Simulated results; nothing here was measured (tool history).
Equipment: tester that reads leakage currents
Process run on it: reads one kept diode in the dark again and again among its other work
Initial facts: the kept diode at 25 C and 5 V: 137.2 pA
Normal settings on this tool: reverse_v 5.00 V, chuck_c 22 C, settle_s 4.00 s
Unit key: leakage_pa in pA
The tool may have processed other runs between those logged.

| run | hour | reverse_v | chuck_c | settle_s | leakage_pa |
|---|---|---|---|---|---|
| 1 | 0.0 | 5.00 | 22 | 4.00 | 112.28 |
| 2 | 148.2 | 5.00 | 22 | 4.00 | 113.63 |
| 3 | 274.4 | 5.00 | 22 | 4.00 | 114.25 |
| 4 | 393.2 | 5.00 | 22 | 4.00 | 114.56 |
| 5 | 591.2 | 6.11 | 22 | 4.00 | 128.58 |
| 6 | 787.3 | 6.11 | 22 | 4.00 | 130.61 |
| 7 | 1031.1 | 5.00 | 22 | 1.03 | 119.03 |
|  | 1128.3 | chuck's temperature calibrated |
| 8 | 1196.9 | 5.00 | 29 | 4.00 | 236.24 |
| 9 | 1376.1 | 15.31 | 22 | 4.00 | 236.76 |
| 10 | 1558.2 | 2.86 | 22 | 4.00 | 97.70 |
|  | 1702.5 | chuck's temperature calibrated, once more |
| 11 | 1702.5 | 2.86 | 22 | 4.00 | 82.25 |
| 12 | 1949.1 | 2.86 | 22 | 4.00 | 82.93 |
| 13 | 2184.4 | 5.00 | 22 | 4.00 | 114.43 |
| 14 | 2408.7 | 5.00 | 23 | 4.00 | 126.59 |
| 15 | 2652.6 | 5.00 | 23 | 4.00 | 128.17 |
| 16 | 2808.6 | 5.00 | 23 | 4.00 | 128.59 |
| 17 | 2978.8 | 5.00 | 23 | 4.00 | 129.77 |
|  | 3141.9 | probe card cleaned and baked |
| 18 | 3233.4 | 5.00 | 23 | 4.00 | 128.64 |
| 19 | 3404.9 | 15.28 | 22 | 2.04 | 213.85 |
| 20 | 3632.0 | 2.18 | 25 | 7.02 | 101.28 |
|  | 3670.6 | chuck's temperature calibrated |
| 21 | 3866.0 | 5.00 | 22 | 3.95 | 108.50 |
| 22 | 4043.1 | 5.00 | 22 | 1.19 | 109.80 |
| 23 | 4297.7 | 5.41 | 33 | 1.17 | 307.57 |
| 24 | 4560.5 | 1.78 | 22 | 4.00 | 65.23 |
|  | 4701.8 | tester calibrated |
| 25 | 4818.4 | 1.78 | 22 | 0.82 | 64.44 |
| 26 | 5074.9 | 15.04 | 22 | 0.82 | 206.21 |
| 27 | 5325.2 | 2.07 | 22 | 2.41 | 71.81 |
| 28 | 5470.2 | 14.75 | 26 | 0.37 | 298.02 |
| 29 | 5579.9 | 12.70 | 49 | 2.44 | 1799.33 |
|  | 5644.4 | chuck's temperature calibrated |
| 30 | 5799.3 | 7.46 | 33 | 4.34 | 350.53 |
| 31 | 5920.4 | 7.46 | 20 | 6.86 | 112.88 |
| 32 | 6141.4 | 7.46 | 22 | 6.86 | 136.86 |
| 33 | 6259.3 | 5.00 | 27 | 1.70 | 174.16 |
| 34 | 6408.1 | 5.00 | 27 | 1.70 | 175.34 |

Subtracting, for every run, the result it would have given without the tool's unlogged condition from the measured result gives the following. The same run-to-run variation enters both numbers; the gauge's scatter may not:
The tool's hidden condition here consists of: stray current of the dirty probe card, pA a volt; current scale over the true one, %; true chuck temperature over the reading, C; drift of the gauge itself on leakage_pa, %.
| run | leakage_pa |
|---|---|
| 1 | +7.84 |
| 2 | +8.74 |
| 3 | +9.51 |
| 4 | +10.21 |
| 5 | +12.90 |
| 6 | +14.38 |
| 7 | +14.29 |
| 8 | +39.98 |
| 9 | +47.34 |
| 10 | +18.96 |
| 11 | +4.34 |
| 12 | +5.42 |
| 13 | +9.34 |
| 14 | +11.38 |
| 15 | +13.09 |
| 16 | +14.11 |
| 17 | +15.37 |
| 18 | +13.97 |
| 19 | +25.13 |
| 20 | +12.72 |
| 21 | +4.14 |
| 22 | +5.27 |
| 23 | +17.22 |
| 24 | +4.73 |
| 25 | +3.86 |
| 26 | +16.68 |
| 27 | +6.21 |
| 28 | +28.14 |
| 29 | +144.86 |
| 30 | +10.18 |
| 31 | +5.48 |
| 32 | +7.81 |
| 33 | +9.50 |
| 34 | +10.86 |
